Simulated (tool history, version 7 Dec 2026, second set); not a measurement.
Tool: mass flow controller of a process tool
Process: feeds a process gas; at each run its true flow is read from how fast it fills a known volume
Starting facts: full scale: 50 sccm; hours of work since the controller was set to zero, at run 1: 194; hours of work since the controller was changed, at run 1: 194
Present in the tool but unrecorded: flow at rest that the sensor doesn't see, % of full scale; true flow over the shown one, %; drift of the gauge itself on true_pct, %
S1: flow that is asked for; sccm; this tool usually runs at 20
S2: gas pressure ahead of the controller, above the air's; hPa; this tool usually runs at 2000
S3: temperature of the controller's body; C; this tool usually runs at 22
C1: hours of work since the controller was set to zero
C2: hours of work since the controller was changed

Run 1, hour 0.0: usual settings; C1 194; C2 194. Result: true flow (%) 98.62.
Run 2, hour 98.4: usual settings; C1 226; C2 226. Result: true flow (%) 98.61.
Run 3, hour 164.2: usual settings but S3 27 C; C1 247; C2 247. Result: true flow (%) 98.33.
Run 4, hour 217.9: usual settings; C1 265; C2 265. Result: true flow (%) 98.54.
Run 5, hour 287.6: usual settings; C1 287; C2 287. Result: true flow (%) 98.53.
Run 6, hour 347.5: usual settings; C1 306; C2 306. Result: true flow (%) 98.45.
Run 7, hour 393.6: usual settings but S2 1710 hPa; C1 321; C2 321. Result: true flow (%) 98.26.
Run 8, hour 487.4: usual settings but S1 6 sccm, S2 1710 hPa, S3 35 C; C1 352; C2 352. Result: true flow (%) 96.90.
Run 9, hour 580.9: usual settings but S1 5 sccm, S2 1690 hPa; C1 382; C2 382. Result: true flow (%) 97.38.
Run 10, hour 643.8: usual settings but S1 19 sccm; C1 402; C2 402. Result: true flow (%) 98.23.
Run 11, hour 685.8: usual settings but S1 19 sccm; C1 416; C2 416. Result: true flow (%) 98.41.

How would selected steps in true flow (%) from run to run divide? Give the signed amount a tool lacking its hidden state would still show from settings, what came in and random variation, and the signed amount left for the hidden state, including any gauge scatter that is not in both of the compared results.
Run 1 -> 2: nothing adjusted, nothing logged. true flow (%) -0.01: hidden state -0.06, all else +0.05.
Run 7 -> 8: S1 20 -> 6, S3 22 -> 35. true flow (%) -1.36: hidden state -0.06, all else -1.30.
